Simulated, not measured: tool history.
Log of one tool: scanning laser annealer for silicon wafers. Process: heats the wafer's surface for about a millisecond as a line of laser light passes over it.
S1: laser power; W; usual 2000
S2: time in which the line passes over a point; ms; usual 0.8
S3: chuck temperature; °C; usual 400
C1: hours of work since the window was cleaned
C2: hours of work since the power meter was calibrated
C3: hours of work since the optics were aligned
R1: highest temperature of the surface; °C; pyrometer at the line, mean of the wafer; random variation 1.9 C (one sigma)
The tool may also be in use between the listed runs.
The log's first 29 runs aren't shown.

| run | hour | S1 | S2 | S3 | C1 | C2 | C3 | R1 |
|---|---|---|---|---|---|---|---|---|
| 30 | 784.8 | 1722 | 0.649 | 401 | 156 | 1378 | 1378 | 951 |
| 31 | 818.9 | 1722 | 0.649 | 401 | 180 | 1401 | 1401 | 950 |
| 32 | 840.8 | 1810 | 0.812 | 369 | 195 | 1417 | 1417 | 1020 |
| 33 | 865.8 | 2106 | 0.8 | 400 | 212 | 1434 | 1434 | 1177 |
| 34 | 889.5 | 2000 | 0.794 | 382 | 229 | 1450 | 1450 | 1110 |
| 35 | 913.4 | 2000 | 0.85 | 438 | 245 | 1467 | 1467 | 1191 |
| 36 | 948.1 | 2000 | 0.85 | 438 | 269 | 1491 | 1491 | 1189 |
| 37 | 977.1 | 1846 | 0.9 | 405 | 289 | 1511 | 1511 | 1106 |
| 38 | 1014.5 | 1846 | 0.9 | 405 | 315 | 1537 | 1537 | 1102 |
| 39 | 1041.7 | 2000 | 0.8 | 401 | 334 | 1556 | 1556 | 1131 |
|  | 1066.8 | optics aligned, line set to its width |
| 40 | 1079.3 | 1891 | 0.964 | 408 | 357 | 1578 | 9 | 1152 |
| 41 | 1116.4 | 1906 | 0.578 | 409 | 382 | 1604 | 34 | 1001 |

Forecast each of these 4 alternatives for the next run:
| A | 1140.6 | 1907 | 0.8 | 367 | 399 | 1621 | 51 | ? |
| B | 1140.6 | 1906 | 0.578 | 362 | 399 | 1621 | 51 | ? |
| C | 1140.6 | 1984 | 0.912 | 420 | 399 | 1621 | 51 | ? |
| D | 1140.6 | 1968 | 0.574 | 409 | 399 | 1621 | 51 | ? |

| run | R1 |
|---|---|
| A | 1057 |
| B | 956 |
| C | 1187 |
| D | 1022 |
Without the tool's hidden state the same runs would have given:
| run | R1 |
|---|---|
| A | 1058 |
| B | 957 |
| C | 1188 |
| D | 1023 |

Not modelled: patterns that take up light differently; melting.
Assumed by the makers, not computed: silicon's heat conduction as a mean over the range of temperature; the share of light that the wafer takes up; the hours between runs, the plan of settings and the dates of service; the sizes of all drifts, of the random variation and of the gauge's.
